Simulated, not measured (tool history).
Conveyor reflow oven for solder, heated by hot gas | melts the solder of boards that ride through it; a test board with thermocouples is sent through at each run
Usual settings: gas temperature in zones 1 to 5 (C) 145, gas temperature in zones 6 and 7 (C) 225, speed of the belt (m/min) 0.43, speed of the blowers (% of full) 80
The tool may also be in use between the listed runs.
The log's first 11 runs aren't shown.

run    hour  gas temperature in zones 1 to 5 (C)  gas temperature in zones 6 and 7 (C)  speed of the belt (m/min)  speed of the blowers (% of full)  hours of work since the flux was cleaned out  hours of work since the belt drive was overhauled  hours of work since the thermocouples were changed  highest temperature of the board (C)  time above the solder's melting point (s)
 12   361.2                                  145                                   237                       0.43                                80                                            89                                                526                                                 460                                 211.9                                       68.1
      399.7  -- flux residue cleaned out of gas plates and filters, once more
 13   413.9                                  145                                   237                       0.43                                80                                            10                                                561                                                 494                                   222                                       80.7
 14   450.1                                  145                                   225                      0.363                                80                                            37                                                587                                                 521                                 215.8                                       91.9
 15   491.2                                  145                                   225                       0.43                                61                                            66                                                617                                                 551                                   207                                       64.9
 16   519.7                                  145                                   225                      0.496                                80                                            87                                                638                                                 571                                 205.9                                       54.6
 17   555.3                                  145                                   225                      0.496                                80                                           113                                                664                                                 597                                 205.8                                       53.9
 18   589.8                                  145                                   225                      0.364                                59                                           138                                                689                                                 622                                 212.3                                       85.6
 19   628.4                                  145                                   225                      0.364                                59                                           166                                                717                                                 650                                 211.4                                       85.5
      670.8  -- belt drive overhauled, speed set with a stopwatch
 20   671.5                                  145                                   225                      0.364                                59                                           194                                                  0                                                 679                                 211.3                                       82.1
 21   710.1                                  145                                   225                      0.364                                59                                           222                                                 29                                                 707                                 210.2                                       82.1
 22   759.8                                  145                                   225                      0.401                                87                                           258                                                 65                                                 743                                 211.8                                       76.1
 23   787.6                                  139                                   225                      0.401                                87                                           279                                                 85                                                 763                                 210.2                                       70.9
 24   832.6                                  139                                   225                      0.401                                87                                           311                                                117                                                 796                                 209.2                                       70.7
 25   870.2                                  130                                   217                      0.344                                84                                           339                                                145                                                 823                                 206.3                                       72.2
 26   894.8                                  145                                   222                       0.43                                79                                           357                                                163                                                 841                                 205.4                                       61.5
 27     945                                  145                                   220                       0.43                                80                                           393                                                199                                                 877                                 203.3                                       58.4
 28   986.5                                  145                                   224                      0.341                                80                                           423                                                229                                                 907                                 213.2                                       92.8
     1011.3  -- flux residue cleaned out of gas plates and filters
 29  1034.8                                  132                                   224                       0.43                                80                                            17                                                261                                                 939                                 208.4                                       60.6
 30  1078.6                                  133                                   225                       0.43                                51                                            49                                                292                                                 971                                 202.7                                       51.9

5 ways to go on from here, each from the tool as it stands after run 30. What would each give?
  A  1121.2                                  145                                   240                       0.43                                80                                            80                                                323                                                1001                                     ?                                          ?
  B  1121.2                                  145                                   235                       0.43                                80                                            80                                                323                                                1001                                     ?                                          ?
  C  1121.2                                  156                                   223                      0.356                                51                                            80                                                323                                                1001                                     ?                                          ?
  D  1121.2                                  147                                   240                       0.43                                76                                            80                                                323                                                1001                                     ?                                          ?
  E  1121.2                                  133                                   225                       0.42                                51                                            80                                                323                                                1001                                     ?                                          ?

run  highest temperature of the board (C)  time above the solder's melting point (s)
  A                                 224.4                                       81.9
  B                                 219.8                                       80.2
  C                                 212.3                                       92.8
  D                                 224.4                                       83.8
  E                                 204.3                                       54.6
Without the tool's hidden state the same runs would have given:
run  highest temperature of the board (C)  time above the solder's melting point (s)
  A                                 223.3                                       80.3
  B                                 218.7                                       78.6
  C                                 210.9                                       90.4
  D                                 223.3                                       82.2
  E                                 203.1                                       52.5
